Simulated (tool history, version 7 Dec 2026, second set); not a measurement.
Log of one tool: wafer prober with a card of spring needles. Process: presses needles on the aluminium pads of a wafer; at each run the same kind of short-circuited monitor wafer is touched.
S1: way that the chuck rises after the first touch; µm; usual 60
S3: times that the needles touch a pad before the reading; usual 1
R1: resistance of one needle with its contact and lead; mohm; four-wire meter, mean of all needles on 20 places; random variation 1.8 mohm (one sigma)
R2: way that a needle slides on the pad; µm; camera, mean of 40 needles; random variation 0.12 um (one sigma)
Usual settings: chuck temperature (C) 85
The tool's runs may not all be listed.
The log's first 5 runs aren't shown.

{"hour": 30.9, "done": "tips cleaned on abrasive film"}
{"hour": 35.1, "done": "tips cleaned on abrasive film"}
{"run": 6, "hour": 35.1, "S1": 60, "chuck temperature (C)": 85, "S3": 1, "R1": 198, "R2": 8.66}
{"hour": 39.0, "done": "tips cleaned on abrasive film"}
{"run": 7, "hour": 41.0, "S1": 60, "chuck temperature (C)": 85, "S3": 1, "R1": 251, "R2": 8.38}
{"hour": 42.9, "done": "tips cleaned on abrasive film"}
{"hour": 46.7, "done": "tips cleaned on abrasive film"}
{"run": 8, "hour": 49.3, "S1": 60, "chuck temperature (C)": 85, "S3": 1, "R1": 257, "R2": 8.57}
{"hour": 50.8, "done": "tips cleaned on abrasive film"}
{"hour": 55.2, "done": "tips cleaned on abrasive film"}
{"hour": 59.4, "done": "tips cleaned on abrasive film"}
{"run": 9, "hour": 61.7, "S1": 60, "chuck temperature (C)": 85, "S3": 2, "R1": 223, "R2": 8.34}
{"hour": 63.5, "done": "tips cleaned on abrasive film"}
{"hour": 67.6, "done": "tips cleaned on abrasive film"}
{"hour": 71.7, "done": "tips cleaned on abrasive film"}
{"run": 10, "hour": 73.3, "S1": 60, "chuck temperature (C)": 85, "S3": 3, "R1": 210, "R2": 8.79}
{"hour": 76.0, "done": "tips cleaned on abrasive film"}
{"hour": 80.0, "done": "tips cleaned on abrasive film"}
{"run": 11, "hour": 82.8, "S1": 60, "chuck temperature (C)": 85, "S3": 3, "R1": 216, "R2": 8.52}
{"hour": 83.8, "done": "tips cleaned on abrasive film"}
{"hour": 88.0, "done": "tips cleaned on abrasive film"}
{"run": 12, "hour": 90.5, "S1": 60, "chuck temperature (C)": 85, "S3": 1, "R1": 273, "R2": 8.48}
{"hour": 92.4, "done": "tips cleaned on abrasive film"}
{"hour": 96.0, "done": "tips cleaned on abrasive film"}
{"hour": 100.1, "done": "tips cleaned on abrasive film"}
{"run": 13, "hour": 100.8, "S1": 60, "chuck temperature (C)": 85, "S3": 1, "R1": 217, "R2": 8.19}
{"hour": 104.0, "done": "tips cleaned on abrasive film"}
{"hour": 107.9, "done": "tips cleaned on abrasive film"}
{"hour": 112.0, "done": "tips cleaned on abrasive film"}
{"run": 14, "hour": 112.8, "S1": 60, "chuck temperature (C)": 85, "S3": 1, "R1": 225, "R2": 8.32}
{"hour": 115.8, "done": "tips cleaned on abrasive film"}
{"hour": 120.1, "done": "tips cleaned on abrasive film"}
{"hour": 123.9, "done": "tips cleaned on abrasive film"}
{"run": 15, "hour": 125.1, "S1": 74, "chuck temperature (C)": 85, "S3": 1, "R1": 212, "R2": 10.36}
{"hour": 127.6, "done": "tips cleaned on abrasive film"}
{"hour": 131.3, "done": "tips cleaned on abrasive film"}
{"hour": 135.1, "done": "tips cleaned on abrasive film"}
{"run": 16, "hour": 136.3, "S1": 69, "chuck temperature (C)": 85, "S3": 2, "R1": 205, "R2": 9.39}
{"hour": 138.9, "done": "tips cleaned on abrasive film"}
{"hour": 142.7, "done": "tips cleaned on abrasive film"}
{"hour": 146.7, "done": "tips cleaned on abrasive film"}
{"run": 17, "hour": 147.9, "S1": 53, "chuck temperature (C)": 110, "S3": 2, "R1": 233, "R2": 7.25}
{"hour": 150.4, "done": "tips cleaned on abrasive film"}
{"hour": 154.4, "done": "tips cleaned on abrasive film"}
{"run": 18, "hour": 157.6, "S1": 53, "chuck temperature (C)": 110, "S3": 2, "R1": 274, "R2": 7.07}
{"hour": 158.4, "done": "tips cleaned on abrasive film"}
{"hour": 162.6, "done": "tips cleaned on abrasive film"}
{"run": 19, "hour": 164.0, "S1": 70, "chuck temperature (C)": 101, "S3": 2, "R1": 216, "R2": 9.71}
{"hour": 166.7, "done": "tips cleaned on abrasive film"}
{"hour": 171.2, "done": "tips cleaned on abrasive film"}
{"hour": 175.0, "done": "tips cleaned on abrasive film"}
{"run": 20, "hour": 176.3, "S1": 46, "chuck temperature (C)": 94, "S3": 2, "R1": 262, "R2": 5.99}
{"hour": 178.8, "done": "tips cleaned on abrasive film"}
{"hour": 183.1, "done": "tips cleaned on abrasive film"}
{"run": 21, "hour": 184.8, "S1": 46, "chuck temperature (C)": 94, "S3": 2, "R1": 277, "R2": 5.8}
{"hour": 187.2, "done": "tips cleaned on abrasive film"}
{"hour": 191.1, "done": "tips cleaned on abrasive film"}
{"run": 22, "hour": 191.7, "S1": 44, "chuck temperature (C)": 119, "S3": 2, "R1": 242, "R2": 5.64}
{"hour": 195.1, "done": "tips cleaned on abrasive film"}
{"hour": 199.3, "done": "tips cleaned on abrasive film"}
{"run": 23, "hour": 200.7, "S1": 44, "chuck temperature (C)": 119, "S3": 2, "R1": 284, "R2": 5.6}
{"hour": 203.1, "done": "tips cleaned on abrasive film"}
{"hour": 206.9, "done": "tips cleaned on abrasive film"}
{"hour": 210.5, "done": "tips cleaned on abrasive film"}
{"run": 24, "hour": 210.5, "S1": 45, "chuck temperature (C)": 85, "S3": 1, "R1": 228, "R2": 5.53}
{"hour": 214.2, "done": "tips cleaned on abrasive film"}
{"hour": 217.9, "done": "tips cleaned on abrasive film"}
{"run": 25, "hour": 219.5, "S1": 45, "chuck temperature (C)": 28, "S3": 1, "R1": 331, "R2": 5.88}
{"hour": 221.9, "done": "tips cleaned on abrasive film"}
{"hour": 225.8, "done": "tips cleaned on abrasive film"}
{"run": 26, "hour": 229.0, "S1": 45, "chuck temperature (C)": 28, "S3": 1, "R1": 430, "R2": 5.43}
{"hour": 229.8, "done": "tips cleaned on abrasive film"}
{"hour": 233.6, "done": "tips cleaned on abrasive film"}
{"hour": 237.9, "done": "tips cleaned on abrasive film"}
{"run": 27, "hour": 241.1, "S1": 64, "chuck temperature (C)": 28, "S3": 1, "R1": 286, "R2": 8.34}
{"hour": 242.1, "done": "tips cleaned on abrasive film"}
{"hour": 246.0, "done": "tips cleaned on abrasive film"}
{"hour": 249.9, "done": "tips cleaned on abrasive film"}
{"run": 28, "hour": 252.4, "S1": 64, "chuck temperature (C)": 28, "S3": 1, "R1": 270, "R2": 8.28}
{"hour": 254.1, "done": "tips cleaned on abrasive film"}
{"hour": 257.8, "done": "tips cleaned on abrasive film"}
{"run": 29, "hour": 257.8, "S1": 48, "chuck temperature (C)": 29, "S3": 3, "R1": 199, "R2": 5.82}
{"hour": 262.0, "done": "tips cleaned on abrasive film"}
{"hour": 266.1, "done": "tips cleaned on abrasive film"}
{"run": 30, "hour": 267.5, "S1": 53, "chuck temperature (C)": 107, "S3": 2, "R1": 257, "R2": 6.66}

3 ways to go on from here, each from the tool as it stands after run 30. What would each give?
{"hour": 270.4, "done": "tips cleaned on abrasive film"}
{"hour": 274.0, "done": "tips cleaned on abrasive film"}
{"run": "A", "hour": 277.1, "S1": 43, "chuck temperature (C)": 111, "S3": 2, "R1": "?", "R2": "?"}
{"hour": 270.4, "done": "tips cleaned on abrasive film"}
{"hour": 274.0, "done": "tips cleaned on abrasive film"}
{"run": "B", "hour": 277.1, "S1": 53, "chuck temperature (C)": 107, "S3": 1, "R1": "?", "R2": "?"}
{"hour": 270.4, "done": "tips cleaned on abrasive film"}
{"hour": 274.0, "done": "tips cleaned on abrasive film"}
{"run": "C", "hour": 277.1, "S1": 40, "chuck temperature (C)": 102, "S3": 1, "R1": "?", "R2": "?"}

run=A R1=360 R2=5.04
run=B R1=352 R2=6.62
run=C R1=513 R2=4.58
Without the tool's hidden state the same runs would have given:
run=A R1=200 R2=6.44
run=B R1=195 R2=8.00
run=C R1=203 R2=5.99

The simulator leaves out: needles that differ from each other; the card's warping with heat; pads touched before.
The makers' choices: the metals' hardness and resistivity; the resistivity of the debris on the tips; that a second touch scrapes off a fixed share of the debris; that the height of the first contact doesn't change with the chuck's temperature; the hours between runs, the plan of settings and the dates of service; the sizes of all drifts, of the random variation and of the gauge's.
